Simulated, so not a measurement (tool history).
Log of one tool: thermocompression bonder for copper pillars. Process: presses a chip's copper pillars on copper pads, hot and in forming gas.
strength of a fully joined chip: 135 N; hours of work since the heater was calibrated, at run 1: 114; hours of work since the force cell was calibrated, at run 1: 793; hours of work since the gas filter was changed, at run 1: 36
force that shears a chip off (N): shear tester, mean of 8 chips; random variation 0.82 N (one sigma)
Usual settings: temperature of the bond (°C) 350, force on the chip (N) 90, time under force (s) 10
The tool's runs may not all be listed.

run,hour,temperature of the bond (°C),force on the chip (N),time under force (s),hours of work since the heater was calibrated,hours of work since the force cell was calibrated,hours of work since the gas filter was changed,force that shears a chip off (N)
1,0.0,350,90,10,114,793,36,65.5
2,33.5,350,59,10,129,807,51,52.3
3,65.7,350,90,10,143,822,65,66.6
4,92.7,350,90,10,155,834,77,66.0
5,126.7,350,90,10,170,848,92,66.9
6,172.6,350,90,10,190,869,112,65.1
# hour 190.4: forming gas filter changed
7,209.0,350,90,10,206,885,8,68.4
8,235.1,350,106,10,218,896,20,74.8
9,274.7,350,106,10,235,914,37,73.8
10,306.5,350,106,10,249,928,51,74.6
11,337.0,350,106,10,262,941,65,74.5
12,359.8,350,106,10,272,951,75,73.2
13,411.1,350,90,10,295,974,97,68.6
# hour 460.3: forming gas filter changed
14,461.0,350,90,10,317,995,0,70.7
15,495.8,350,90,10,332,1011,16,70.9
# hour 499.8: force cell calibrated
16,528.8,350,90,10,346,13,30,69.3
17,564.6,331,90,10,362,29,45,54.5
18,598.7,350,90,15,377,44,60,78.5
19,635.1,350,107,10,393,60,76,76.0
20,678.6,350,107,10,412,79,96,75.3
21,709.9,350,107,10,426,93,109,74.2
# hour 731.9: forming gas filter changed
22,739.6,365,111,5,439,106,3,73.9
23,765.0,365,116,11,450,117,15,93.8
24,811.2,365,116,11,470,137,35,94.6
25,851.5,365,116,11,488,155,53,92.4
26,898.4,375,119,11,509,176,73,101.4
27,939.5,350,64,12,527,194,92,61.8
28,967.1,337,64,19,539,206,104,63.4
# hour 1000.3: heater calibrated with a thermocouple chip
# hour 1004.8: forming gas filter changed
29,1008.1,337,64,19,3,223,1,58.3
30,1029.1,350,56,7,12,232,11,42.5
31,1054.4,350,66,6,24,243,22,44.4
32,1091.4,366,99,6,40,260,38,68.2
33,1126.4,347,90,8,55,275,54,57.0
34,1150.3,347,90,8,66,286,64,57.8
35,1200.6,347,83,7,88,308,86,52.7
36,1235.7,347,83,7,104,323,102,50.5
# hour 1275.6: forming gas filter changed
37,1275.6,347,59,7,121,341,0,45.4
38,1320.7,348,59,7,141,360,20,44.5
39,1356.1,354,80,14,156,376,36,72.5

Hidden state or all else? Some run-to-run changes of force that shears a chip off (N), split into what the settings, what came in and random variation would give without the hidden state, and what is left for the hidden state (with any gauge scatter that isn't in both results):
The hidden state here: true temperature of the bond over the reading, C; force that reaches the chip, % of what is set; oxide that the forming gas leaves, % of the face; drift of the gauge itself on shear_n, %.
Run 6 -> 7: forming gas filter changed. force that shears a chip off (N) +3.3: hidden state +3.1, all else +0.2.
Run 17 -> 18: temperature of the bond (°C) 331 -> 350, time under force (s) 10 -> 15. force that shears a chip off (N) +24.0: hidden state +0.0, all else +24.0.
Run 21 -> 22: temperature of the bond (°C) 350 -> 365, force on the chip (N) 107 -> 111, time under force (s) 10 -> 5, forming gas filter changed. force that shears a chip off (N) -0.3: hidden state +3.4, all else -3.7.
Run 26 -> 27: temperature of the bond (°C) 375 -> 350, force on the chip (N) 119 -> 64, time under force (s) 11 -> 12. force that shears a chip off (N) -39.6: hidden state +1.1, all else -40.7.
Run 28 -> 29: heater calibrated with a thermocouple chip, forming gas filter changed. force that shears a chip off (N) -5.1: hidden state -5.5, all else +0.4.
Run 38 -> 39: temperature of the bond (°C) 348 -> 354, force on the chip (N) 59 -> 80, time under force (s) 7 -> 14. force that shears a chip off (N) +28.0: hidden state +0.3, all else +27.7.
